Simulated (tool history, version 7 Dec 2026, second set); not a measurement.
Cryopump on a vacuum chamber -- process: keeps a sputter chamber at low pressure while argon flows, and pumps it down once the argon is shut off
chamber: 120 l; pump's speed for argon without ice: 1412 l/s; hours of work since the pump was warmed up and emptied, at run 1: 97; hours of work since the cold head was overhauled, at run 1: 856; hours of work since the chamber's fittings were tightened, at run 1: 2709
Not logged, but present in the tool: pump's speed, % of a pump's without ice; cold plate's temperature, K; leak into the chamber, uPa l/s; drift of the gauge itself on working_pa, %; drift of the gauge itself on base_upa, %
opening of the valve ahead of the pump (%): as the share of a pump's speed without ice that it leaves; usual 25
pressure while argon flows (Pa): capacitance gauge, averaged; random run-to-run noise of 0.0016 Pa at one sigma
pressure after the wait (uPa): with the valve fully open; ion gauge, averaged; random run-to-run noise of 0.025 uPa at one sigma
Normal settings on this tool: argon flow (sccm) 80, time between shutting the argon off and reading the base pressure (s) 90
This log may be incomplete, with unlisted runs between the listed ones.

| run | hour | argon flow (sccm) | time between shutting the argon off and reading the base pressure (s) | opening of the valve ahead of the pump (%) | hours of work since the pump was warmed up and emptied | hours of work since the cold head was overhauled | hours of work since the chamber's fittings were tightened | pressure while argon flows (Pa) | pressure after the wait (uPa) |
|---|---|---|---|---|---|---|---|---|---|
| 1 | 0 | 80 | 90 | 25 | 97 | 856 | 2709 | 0.3856 | 1.69 |
| 2 | 17.3 | 80 | 90 | 25 | 110 | 870 | 2722 | 0.3889 | 1.7 |
| 3 | 47 | 80 | 90 | 25 | 132 | 892 | 2745 | 0.3893 | 1.76 |
| 4 | 69.9 | 80 | 90 | 25 | 150 | 910 | 2762 | 0.3889 | 1.76 |
| 5 | 85.2 | 80 | 90 | 25 | 162 | 921 | 2774 | 0.3873 | 1.64 |
| 6 | 115.8 | 80 | 90 | 26 | 185 | 945 | 2797 | 0.3763 | 1.75 |
| 7 | 135 | 71 | 90 | 25 | 200 | 959 | 2812 | 0.346 | 1.73 |
| 8 | 161 | 124 | 90 | 25 | 219 | 979 | 2832 | 0.607 | 1.75 |
| 9 | 177.8 | 124 | 90 | 25 | 232 | 992 | 2844 | 0.611 | 1.71 |
| 10 | 193.3 | 124 | 90 | 25 | 244 | 1004 | 2856 | 0.6119 | 1.79 |
| 11 | 214.2 | 80 | 90 | 25 | 260 | 1020 | 2872 | 0.3946 | 1.69 |
| 12 | 231.1 | 80 | 125 | 25 | 273 | 1033 | 2885 | 0.3931 | 1.53 |
| 13 | 256.5 | 80 | 90 | 55 | 292 | 1052 | 2905 | 0.1849 | 1.74 |
| 14 | 273.4 | 80 | 90 | 55 | 305 | 1065 | 2917 | 0.1852 | 1.76 |
| 15 | 299.4 | 42 | 35 | 59 | 325 | 1085 | 2937 | 0.0919 | 3 |
| 16 | 320.2 | 42 | 35 | 59 | 341 | 1101 | 2953 | 0.0917 | 3 |
| 17 | 333.7 | 54 | 160 | 36 | 351 | 1111 | 2963 | 0.1882 | 1.49 |
| 18 | 360.5 | 54 | 80 | 45 | 371 | 1131 | 2984 | 0.1535 | 1.98 |
| 19 | 387 | 74 | 229 | 18 | 392 | 1152 | 3004 | 0.5039 | 1.39 |
| 20 | 404.5 | 44 | 31 | 27 | 405 | 1165 | 3017 | 0.2039 | 3.33 |
| 21 | 426.3 | 33 | 90 | 19 | 422 | 1181 | 3034 | 0.2148 | 1.83 |
| 22 | 453 | 80 | 141 | 23 | 442 | 1202 | 3054 | 0.4337 | 1.56 |
| 23 | 479 | 32 | 236 | 53 | 462 | 1222 | 3074 | 0.0791 | 1.42 |
| 24 | 509.6 | 32 | 236 | 53 | 485 | 1245 | 3098 | 0.0787 | 1.44 |
| 25 | 538.9 | 32 | 236 | 53 | 507 | 1267 | 3120 | 0.0791 | 1.44 |
| 26 | 556.7 | 32 | 236 | 53 | 521 | 1281 | 3133 | 0.08 | 1.5 |
| 27 | 573.3 | 80 | 90 | 43 | 534 | 1294 | 3146 | 0.2417 | 1.96 |
| 28 | 600 | 80 | 90 | 43 | 554 | 1314 | 3166 | 0.2428 | 1.96 |

3 ways to go on from here, each from the tool as it stands after run 28. What would each give?
| A | 614.1 | 66 | 184 | 36 | 565 | 1325 | 3177 | ? | ? |
| B | 614.1 | 34 | 90 | 35 | 565 | 1325 | 3177 | ? | ? |
| C | 614.1 | 80 | 90 | 57 | 565 | 1325 | 3177 | ? | ? |

| run | pressure while argon flows (Pa) | pressure after the wait (uPa) |
|---|---|---|
| A | 0.2361 | 1.58 |
| B | 0.1251 | 1.98 |
| C | 0.1894 | 1.96 |
Take away the tool's hidden state, keep each run's random variation, and the runs would have read:
| run | pressure while argon flows (Pa) | pressure after the wait (uPa) |
|---|---|---|
| A | 0.2188 | 0.59 |
| B | 0.1163 | 0.97 |
| C | 0.1684 | 0.96 |
